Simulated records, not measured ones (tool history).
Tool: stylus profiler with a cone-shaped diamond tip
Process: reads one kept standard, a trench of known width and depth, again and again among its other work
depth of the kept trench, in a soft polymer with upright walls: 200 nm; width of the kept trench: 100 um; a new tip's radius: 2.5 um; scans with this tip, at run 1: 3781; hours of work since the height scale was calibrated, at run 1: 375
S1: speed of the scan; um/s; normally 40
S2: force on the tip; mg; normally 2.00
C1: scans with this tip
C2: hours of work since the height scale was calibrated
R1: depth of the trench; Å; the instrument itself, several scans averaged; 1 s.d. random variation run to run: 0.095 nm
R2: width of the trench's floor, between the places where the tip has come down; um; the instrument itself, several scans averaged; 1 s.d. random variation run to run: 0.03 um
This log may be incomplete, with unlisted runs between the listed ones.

run	day	S1	S2	C1	C2	R1	R2
1	0.000	40	2.00	3781	375	2019.1	97.74
2	0.721	40	2.00	3901	387	2018.4	97.67
3	1.158	40	2.00	3974	394	2016.9	97.68
4	2.075	32	2.00	4128	409	2019.4	97.74
5	2.750	32	2.00	4240	420	2018.5	97.71
6	3.425	40	2.00	4354	432	2019.8	97.76
7	4.129	40	2.00	4471	443	2018.9	97.67
8	4.804	40	2.00	4584	454	2018.2	97.70
9	5.850	40	0.84	4759	472	2012.3	97.56
10	6.862	40	0.84	4928	489	2014.4	97.56
11	7.567	40	0.84	5046	500	2012.2	97.59
12	8.071	23	3.46	5130	509	2025.3	97.79
13	8.533	35	0.76	5208	516	2011.7	97.63

Run 14 is up next; what results do you expect?
14	9.571	35	0.76	5381	533	?	?

R1: 2014.4 Å
R2: 97.60 um
The same run, on a tool lacking any hidden state, would have yielded R1 2009.5 Å, R2 97.84 um.
